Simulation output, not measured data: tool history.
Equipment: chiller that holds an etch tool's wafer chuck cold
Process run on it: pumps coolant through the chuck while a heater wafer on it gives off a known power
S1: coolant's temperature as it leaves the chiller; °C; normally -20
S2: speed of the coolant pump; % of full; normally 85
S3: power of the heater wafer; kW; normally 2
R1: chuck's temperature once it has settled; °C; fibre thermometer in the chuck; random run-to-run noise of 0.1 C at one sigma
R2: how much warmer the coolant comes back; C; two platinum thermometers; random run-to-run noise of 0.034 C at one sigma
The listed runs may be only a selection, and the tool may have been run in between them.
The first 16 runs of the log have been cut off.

run	hour	S1	S2	S3	R1	R2
17	2540.9	-11	75	2.809	8.3	8.11
18	2748.4	-29	82	1.591	-18.9	4.18
# hour 2785.9: chiller's thermometer calibrated
19	2961.7	-27	78	1.453	-17.3	4.12
20	3084.6	-20	82	1.509	-10.3	4.05
21	3180.2	-20	82	1.053	-13.4	2.8
22	3345.7	-24	81	1.053	-17.3	2.89
23	3470.6	-12	74	2.446	5	7.13
24	3567.3	-28	82	1.037	-21.5	2.77
25	3715.5	-10	63	1.066	-1.6	3.71
26	3854.8	-28	80	1.066	-21	2.92
27	4042.6	-20	67	2.983	2.2	9.65
28	4211.1	-20	67	2.983	2.4	9.62
# hour 4271.9: coolant changed, channels flushed
29	4342.9	-13	67	2.983	9.1	9.65
30	4533.1	-13	67	2.983	9.4	9.68
31	4738.2	-25	100	2.017	-13.7	4.45
32	4887.5	-25	100	2.017	-13.9	4.41

What if the next run were any one of these 4? Each begins from the tool's condition after run 32:
A	5109.8	-22	95	2.017	?	?
B	5109.8	-24	85	1.05	?	?
C	5109.8	-18	100	2.39	?	?
D	5109.8	-20	80	2.017	?	?

run	R1	R2
A	-10.4	4.73
B	-17.5	2.7
C	-4.8	5.23
D	-6.6	5.57
Without the tool's unlogged condition, the same runs would have read:
run	R1	R2
A	-10.4	4.72
B	-17.5	2.69
C	-4.8	5.23
D	-6.6	5.57
